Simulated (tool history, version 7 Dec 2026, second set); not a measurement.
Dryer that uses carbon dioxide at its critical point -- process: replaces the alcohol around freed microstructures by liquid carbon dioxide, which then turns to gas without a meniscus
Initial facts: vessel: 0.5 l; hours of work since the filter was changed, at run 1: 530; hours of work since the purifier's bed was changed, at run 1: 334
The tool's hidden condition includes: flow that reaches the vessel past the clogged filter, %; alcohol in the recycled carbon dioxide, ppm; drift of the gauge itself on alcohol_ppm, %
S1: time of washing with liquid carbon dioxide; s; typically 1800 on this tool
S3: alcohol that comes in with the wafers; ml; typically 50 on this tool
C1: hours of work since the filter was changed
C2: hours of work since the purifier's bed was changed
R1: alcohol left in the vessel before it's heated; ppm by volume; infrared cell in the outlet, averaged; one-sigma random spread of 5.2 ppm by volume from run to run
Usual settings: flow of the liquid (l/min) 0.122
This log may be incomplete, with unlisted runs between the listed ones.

run 1 hour=0.0 | S1=1800 flow_of_the_liquid_(l/min)=0.122 S3=50 | C1=530 C2=334 | R1=228
-- hour=13.4 inlet filter changed
run 2 hour=27.8 | S1=1800 flow_of_the_liquid_(l/min)=0.122 S3=50 | C1=5 C2=343 | R1=149
run 3 hour=50.7 | S1=1800 flow_of_the_liquid_(l/min)=0.122 S3=50 | C1=12 C2=350 | R1=156
run 4 hour=64.9 | S1=1800 flow_of_the_liquid_(l/min)=0.122 S3=50 | C1=16 C2=355 | R1=154
run 5 hour=95.2 | S1=1800 flow_of_the_liquid_(l/min)=0.122 S3=50 | C1=26 C2=364 | R1=152
run 6 hour=114.2 | S1=1800 flow_of_the_liquid_(l/min)=0.122 S3=38 | C1=32 C2=370 | R1=138
run 7 hour=135.6 | S1=1800 flow_of_the_liquid_(l/min)=0.122 S3=50 | C1=39 C2=377 | R1=160
run 8 hour=164.0 | S1=1800 flow_of_the_liquid_(l/min)=0.122 S3=50 | C1=48 C2=386 | R1=165
run 9 hour=183.0 | S1=1800 flow_of_the_liquid_(l/min)=0.122 S3=50 | C1=54 C2=392 | R1=170
run 10 hour=207.2 | S1=1800 flow_of_the_liquid_(l/min)=0.122 S3=50 | C1=61 C2=400 | R1=166
run 11 hour=237.1 | S1=1800 flow_of_the_liquid_(l/min)=0.122 S3=50 | C1=71 C2=409 | R1=172
run 12 hour=257.2 | S1=1800 flow_of_the_liquid_(l/min)=0.122 S3=50 | C1=77 C2=415 | R1=171
run 13 hour=279.5 | S1=1800 flow_of_the_liquid_(l/min)=0.122 S3=50 | C1=84 C2=422 | R1=174
run 14 hour=309.9 | S1=1800 flow_of_the_liquid_(l/min)=0.122 S3=50 | C1=94 C2=432 | R1=180
run 15 hour=335.7 | S1=2040 flow_of_the_liquid_(l/min)=0.122 S3=50 | C1=102 C2=440 | R1=122
run 16 hour=355.6 | S1=1500 flow_of_the_liquid_(l/min)=0.122 S3=50 | C1=108 C2=446 | R1=386
run 17 hour=385.0 | S1=2820 flow_of_the_liquid_(l/min)=0.122 S3=50 | C1=117 C2=456 | R1=90
run 18 hour=400.6 | S1=2820 flow_of_the_liquid_(l/min)=0.122 S3=50 | C1=122 C2=461 | R1=96
run 19 hour=425.4 | S1=2820 flow_of_the_liquid_(l/min)=0.122 S3=50 | C1=130 C2=468 | R1=97
run 20 hour=443.3 | S1=2820 flow_of_the_liquid_(l/min)=0.122 S3=50 | C1=136 C2=474 | R1=103
run 21 hour=463.5 | S1=1140 flow_of_the_liquid_(l/min)=0.122 S3=50 | C1=142 C2=481 | R1=1340
run 22 hour=490.8 | S1=1140 flow_of_the_liquid_(l/min)=0.122 S3=50 | C1=151 C2=489 | R1=1392
run 23 hour=519.4 | S1=1800 flow_of_the_liquid_(l/min)=0.122 S3=50 | C1=160 C2=498 | R1=200
run 24 hour=546.2 | S1=1380 flow_of_the_liquid_(l/min)=0.191 S3=52 | C1=168 C2=507 | R1=121
run 25 hour=574.0 | S1=2400 flow_of_the_liquid_(l/min)=0.080 S3=52 | C1=177 C2=515 | R1=405
run 26 hour=596.7 | S1=2280 flow_of_the_liquid_(l/min)=0.128 S3=50 | C1=184 C2=523 | R1=113
run 27 hour=609.2 | S1=2280 flow_of_the_liquid_(l/min)=0.128 S3=50 | C1=188 C2=527 | R1=115
run 28 hour=627.7 | S1=1500 flow_of_the_liquid_(l/min)=0.118 S3=82 | C1=194 C2=532 | R1=752
run 29 hour=642.5 | S1=1800 flow_of_the_liquid_(l/min)=0.080 S3=38 | C1=199 C2=537 | R1=1092
run 30 hour=665.9 | S1=1260 flow_of_the_liquid_(l/min)=0.080 S3=38 | C1=206 C2=544 | R1=3639
run 31 hour=689.5 | S1=1800 flow_of_the_liquid_(l/min)=0.122 S3=26 | C1=214 C2=552 | R1=165
run 32 hour=716.2 | S1=1620 flow_of_the_liquid_(l/min)=0.108 S3=69 | C1=222 C2=560 | R1=740

For run 33, what comes out?
run 33 hour=744.0 | S1=1620 flow_of_the_liquid_(l/min)=0.108 S3=69 | C1=231 C2=569 | R1=?

{"run 33": {"R1": 755}}
Were there no unlogged condition in the tool, this run, its random variation unchanged, would have produced R1 504 ppm by volume.
